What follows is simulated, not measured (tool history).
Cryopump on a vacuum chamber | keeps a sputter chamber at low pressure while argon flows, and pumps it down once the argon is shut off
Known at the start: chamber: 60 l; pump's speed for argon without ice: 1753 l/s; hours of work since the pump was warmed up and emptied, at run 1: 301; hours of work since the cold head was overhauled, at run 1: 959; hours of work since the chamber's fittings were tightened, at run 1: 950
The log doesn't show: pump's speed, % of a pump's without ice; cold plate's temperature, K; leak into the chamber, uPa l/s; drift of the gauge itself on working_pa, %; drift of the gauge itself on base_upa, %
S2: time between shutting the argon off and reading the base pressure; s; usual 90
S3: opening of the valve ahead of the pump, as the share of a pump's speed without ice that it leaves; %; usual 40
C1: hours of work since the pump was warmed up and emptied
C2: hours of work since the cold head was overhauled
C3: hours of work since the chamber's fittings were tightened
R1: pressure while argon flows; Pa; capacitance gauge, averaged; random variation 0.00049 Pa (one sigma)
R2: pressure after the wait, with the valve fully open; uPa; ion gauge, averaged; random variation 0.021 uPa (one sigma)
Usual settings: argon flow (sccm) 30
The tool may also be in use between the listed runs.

run 1 day=0 | argon_flow_(sccm)=30 S2=90 S3=40 | C1=301 C2=959 C3=950 | R1=0.0749 R2=2.14
run 2 day=3.05 | argon_flow_(sccm)=30 S2=73 S3=40 | C1=364 C2=1022 C3=1013 | R1=0.0761 R2=2.28
run 3 day=5.888 | argon_flow_(sccm)=30 S2=90 S3=40 | C1=423 C2=1081 C3=1072 | R1=0.0761 R2=2.41
run 4 day=9.021 | argon_flow_(sccm)=30 S2=90 S3=40 | C1=488 C2=1146 C3=1137 | R1=0.0762 R2=2.46
run 5 day=11.696 | argon_flow_(sccm)=30 S2=90 S3=40 | C1=543 C2=1201 C3=1192 | R1=0.0776 R2=2.68
run 6 day=15.254 | argon_flow_(sccm)=30 S2=90 S3=40 | C1=617 C2=1275 C3=1266 | R1=0.078 R2=2.89
-- day=15.75 pump warmed up, emptied and cooled again
-- day=17.175 leaking fittings of the chamber tightened, without venting
run 7 day=18.454 | argon_flow_(sccm)=30 S2=90 S3=40 | C1=54 C2=1335 C3=27 | R1=0.0722 R2=0.49
run 8 day=20.846 | argon_flow_(sccm)=30 S2=90 S3=40 | C1=104 C2=1385 C3=76 | R1=0.0737 R2=0.6
run 9 day=22.975 | argon_flow_(sccm)=30 S2=90 S3=40 | C1=148 C2=1429 C3=120 | R1=0.0738 R2=0.64
run 10 day=26.242 | argon_flow_(sccm)=30 S2=90 S3=40 | C1=216 C2=1496 C3=188 | R1=0.0746 R2=0.81
run 11 day=28.65 | argon_flow_(sccm)=30 S2=90 S3=40 | C1=265 C2=1546 C3=238 | R1=0.075 R2=0.91
run 12 day=30.246 | argon_flow_(sccm)=30 S2=90 S3=40 | C1=299 C2=1579 C3=271 | R1=0.0751 R2=0.94
run 13 day=32.658 | argon_flow_(sccm)=30 S2=90 S3=40 | C1=349 C2=1629 C3=321 | R1=0.075 R2=0.99
run 14 day=34.196 | argon_flow_(sccm)=30 S2=90 S3=40 | C1=380 C2=1661 C3=353 | R1=0.0757 R2=1.13
run 15 day=37.796 | argon_flow_(sccm)=16 S2=227 S3=31 | C1=455 C2=1736 C3=427 | R1=0.0516 R2=1.05
run 16 day=39.292 | argon_flow_(sccm)=36 S2=63 S3=23 | C1=486 C2=1767 C3=458 | R1=0.1544 R2=1.43
run 17 day=41.562 | argon_flow_(sccm)=30 S2=90 S3=27 | C1=533 C2=1814 C3=505 | R1=0.1124 R2=1.39
run 18 day=44.796 | argon_flow_(sccm)=30 S2=108 S3=47 | C1=600 C2=1881 C3=572 | R1=0.0661 R2=1.55
-- day=45.879 pump warmed up, emptied and cooled again
run 19 day=48.425 | argon_flow_(sccm)=20 S2=172 S3=16 | C1=53 C2=1952 C3=643 | R1=0.1213 R2=1.39
run 20 day=50.85 | argon_flow_(sccm)=30 S2=52 S3=24 | C1=103 C2=2002 C3=693 | R1=0.1226 R2=1.82
run 21 day=53.138 | argon_flow_(sccm)=35 S2=90 S3=15 | C1=150 C2=2049 C3=741 | R1=0.2274 R2=1.76
run 22 day=54.879 | argon_flow_(sccm)=35 S2=42 S3=21 | C1=186 C2=2085 C3=777 | R1=0.1644 R2=2.11
run 23 day=58.312 | argon_flow_(sccm)=57 S2=178 S3=40 | C1=258 C2=2156 C3=848 | R1=0.1428 R2=1.8
run 24 day=61.833 | argon_flow_(sccm)=43 S2=21 S3=40 | C1=331 C2=2229 C3=921 | R1=0.1082 R2=3.08
run 25 day=64.946 | argon_flow_(sccm)=23 S2=90 S3=16 | C1=395 C2=2294 C3=985 | R1=0.1418 R2=2.23
run 26 day=67.512 | argon_flow_(sccm)=32 S2=90 S3=21 | C1=448 C2=2347 C3=1038 | R1=0.1513 R2=2.48
run 27 day=69.838 | argon_flow_(sccm)=16 S2=244 S3=28 | C1=496 C2=2395 C3=1087 | R1=0.057 R2=2.38

Forecast each of these 5 alternatives for the next run:
run A day=71.938 | argon_flow_(sccm)=15 S2=242 S3=40 | C1=540 C2=2439 C3=1130 | R1=? R2=?
run B day=71.938 | argon_flow_(sccm)=23 S2=273 S3=21 | C1=540 C2=2439 C3=1130 | R1=? R2=?
run C day=71.938 | argon_flow_(sccm)=39 S2=217 S3=39 | C1=540 C2=2439 C3=1130 | R1=? R2=?
run D day=71.938 | argon_flow_(sccm)=30 S2=90 S3=19 | C1=540 C2=2439 C3=1130 | R1=? R2=?
run E day=71.938 | argon_flow_(sccm)=45 S2=145 S3=31 | C1=540 C2=2439 C3=1130 | R1=? R2=?

run=A R1=0.0388 R2=2.53
run=B R1=0.1093 R2=2.5
run=C R1=0.103 R2=2.5
run=D R1=0.1576 R2=2.69
run=E R1=0.1477 R2=2.61
Without the tool's hidden state the same runs would have given:
run=A R1=0.0362 R2=0.28
run=B R1=0.1053 R2=0.21
run=C R1=0.0962 R2=0.26
run=D R1=0.1524 R2=0.44
run=E R1=0.1399 R2=0.34
